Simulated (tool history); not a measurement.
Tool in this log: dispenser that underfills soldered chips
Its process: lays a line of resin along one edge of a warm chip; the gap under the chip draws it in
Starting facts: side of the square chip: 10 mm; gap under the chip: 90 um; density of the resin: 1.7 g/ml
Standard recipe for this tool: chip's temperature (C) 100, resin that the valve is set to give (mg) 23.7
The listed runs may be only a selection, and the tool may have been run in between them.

run,hour,chip's temperature (C),resin that the valve is set to give (mg),time until the resin shows at the far edge (s),resin that the valve gave (mg)
1,0.0,100,23.7,73.1,23.70
# hour 2.5: new syringe of resin
# hour 14.9: new syringe of resin
2,15.8,100,23.7,55.7,23.40
# hour 27.1: new syringe of resin
3,27.1,100,23.7,53.7,23.44
4,38.1,100,23.7,76.4,23.33
# hour 39.1: new syringe of resin
# hour 47.3: stage's temperature calibrated
# hour 52.2: new syringe of resin
5,55.3,100,23.7,52.2,23.18
6,62.3,100,23.7,65.5,23.20
# hour 64.1: new syringe of resin
# hour 76.0: new syringe of resin
7,76.0,100,23.7,48.9,23.20
# hour 88.0: new syringe of resin
8,91.2,112,23.7,31.2,23.12
# hour 100.3: new syringe of resin
9,104.6,102,23.7,50.5,22.93
# hour 112.5: new syringe of resin
10,112.5,100,23.7,47.2,22.98
11,119.6,100,23.7,60.3,22.86
# hour 124.7: new syringe of resin
12,131.0,100,23.7,58.8,22.70
# hour 137.5: new syringe of resin
13,147.2,100,23.7,65.5,22.72
# hour 149.6: new syringe of resin
14,155.8,100,23.7,57.8,22.77
# hour 161.9: new syringe of resin
# hour 165.3: dispensing valve cleaned and set on the balance
15,172.4,100,23.7,64.8,23.51
# hour 175.3: new syringe of resin
16,183.2,100,23.7,64.4,23.71
# hour 187.2: new syringe of resin
17,193.2,100,23.7,60.2,23.64
# hour 199.7: new syringe of resin
18,204.6,100,23.7,57.2,23.49
# hour 211.8: new syringe of resin
19,220.0,100,23.7,64.1,23.15
# hour 223.5: new syringe of resin
# hour 235.7: new syringe of resin
20,237.0,97,25.7,58.9,25.14
# hour 248.2: new syringe of resin
21,250.4,107,20.8,40.4,20.36
# hour 260.7: new syringe of resin
22,261.9,107,20.8,38.5,20.23
# hour 272.9: new syringe of resin
23,279.3,107,20.8,45.9,20.18
# hour 284.6: new syringe of resin
24,293.4,109,23.7,45.2,22.70
# hour 297.0: new syringe of resin
25,301.7,108,20.3,42.5,19.49
# hour 309.7: new syringe of resin
26,313.1,108,20.3,42.0,19.66
# hour 322.0: new syringe of resin
27,323.9,108,20.3,39.4,19.35
# hour 334.8: new syringe of resin
28,341.2,108,20.3,45.2,19.51
# hour 347.8: new syringe of resin
# hour 348.8: dispensing valve cleaned and set on the balance
29,351.2,100,22.8,56.0,22.75
# hour 360.5: new syringe of resin
30,368.4,109,25.0,44.3,24.89
# hour 372.8: new syringe of resin
# hour 384.6: new syringe of resin
31,385.2,109,25.0,34.2,24.82
32,393.2,107,23.7,47.8,23.47
# hour 397.1: new syringe of resin
33,406.8,107,29.2,49.7,28.76
# hour 410.0: new syringe of resin
34,417.1,97,23.7,74.4,23.38
# hour 421.6: new syringe of resin
35,427.1,104,29.7,49.6,29.15

Consider 3 possible next runs. They are alternatives, not a sequence: every one starts from the tool as it was left by run 35. What does each give?
# hour 434.4: new syringe of resin
A,439.9,107,23.7,?,?
# hour 434.4: new syringe of resin
B,439.9,100,28.1,?,?
# hour 434.4: new syringe of resin
C,439.9,104,22.0,?,?

run,time until the resin shows at the far edge (s),resin that the valve gave (mg)
A,45.2,23.30
B,60.3,27.54
C,52.0,21.56
What these runs would have given with no unlogged condition in the tool:
run,time until the resin shows at the far edge (s),resin that the valve gave (mg)
A,34.7,23.80
B,46.0,28.12
C,39.6,22.02

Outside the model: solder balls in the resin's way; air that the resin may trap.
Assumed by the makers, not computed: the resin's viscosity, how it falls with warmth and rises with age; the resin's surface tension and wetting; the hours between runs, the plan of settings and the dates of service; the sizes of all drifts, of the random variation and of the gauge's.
